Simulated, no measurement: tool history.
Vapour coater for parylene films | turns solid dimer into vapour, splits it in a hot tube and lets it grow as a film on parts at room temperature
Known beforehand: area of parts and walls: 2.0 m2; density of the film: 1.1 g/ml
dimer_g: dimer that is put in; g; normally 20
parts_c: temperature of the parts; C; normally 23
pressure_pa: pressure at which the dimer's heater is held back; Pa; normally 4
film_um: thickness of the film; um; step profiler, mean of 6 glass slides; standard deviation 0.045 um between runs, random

run    hour  dimer_g  parts_c  pressure_pa  film_um
  1       0       20       23            4     6.39
  2      36       20       23            4     6.42
  3    63.7       20       23            4     6.47
  4      92       20       23            4     6.37
  5   125.9       20       23            4     6.41
  6   155.5       20       23            4     6.41
  7   192.1       20       23            4     6.47
  8   224.9       20       23            4     6.36
  9   255.6       20       23            4     6.36
      269.6  -- trap's valve overhauled
 10   282.5       20       23            4     6.42
 11   310.4       23       23            4     7.42
 12     347       23       23         9.28     6.83
 13   382.9       20       23         5.47     6.23
 14   401.9       20       23         4.05     6.47
 15   427.7       20       24            4     6.16
 16   454.8       20       24            4     6.16
 17   487.1       14       23            4     4.53
 18   523.3       14       23            4     4.49
 19     563       14       23            4     4.51
 20   586.5       14       23         2.48     4.67
      620.5  -- trap's valve overhauled
 21   621.6       20       30            4     4.73
 22     662       20       23         9.74     5.86
 23     693       20       23         9.74     6.03
 24   717.4       34       32         2.15     7.71
 25     755       34       32         2.15     7.59
 26   797.3       34       17          3.8     14.6
 27   819.6       35       22        10.57    10.84
 28     854       20       23        11.67     5.89
 29   892.4       11       16        11.89     4.39
 30   912.8       11       16        11.89     4.49
 31   937.3       15       21        11.28     4.91
      970.3  -- trap's valve overhauled
 32   972.5       15       21         5.55     5.18
 33  1012.6       12       23         8.79     3.62
 34    1044       12       28         8.79     2.86
 35  1074.7       20       34         4.66     3.82
 36  1093.7       20       23         3.62     6.48
 37  1130.8       14       34         6.24     2.58
 38  1169.2       14       34         6.24      2.6
 39  1203.7       20       23         3.15     6.58
 40  1236.3       20       23         2.68     6.59
 41  1275.3       20       23         2.68     6.59
 42  1309.6       20       19         3.16     7.89
     1320.7  -- trap's valve overhauled
 43  1337.5       25       34         3.28     4.96
 44    1368        9       23         4.72     2.86
 45  1387.2       24       17          7.9     9.72
 46  1416.9       21       16         5.57     9.09

Alternative continuations, all from the tool just after run 46; predict every row:
  A  1443.7       12       22         8.07        ?
  B  1443.7       12       24          5.3        ?
  C  1443.7       10       25         5.59        ?

run  film_um
  A     3.84
  B     3.62
  C     2.85
The same runs, with their run-to-run variation unchanged, on a tool lacking any hidden condition would have given:
run  film_um
  A     3.84
  B     3.62
  C     2.85

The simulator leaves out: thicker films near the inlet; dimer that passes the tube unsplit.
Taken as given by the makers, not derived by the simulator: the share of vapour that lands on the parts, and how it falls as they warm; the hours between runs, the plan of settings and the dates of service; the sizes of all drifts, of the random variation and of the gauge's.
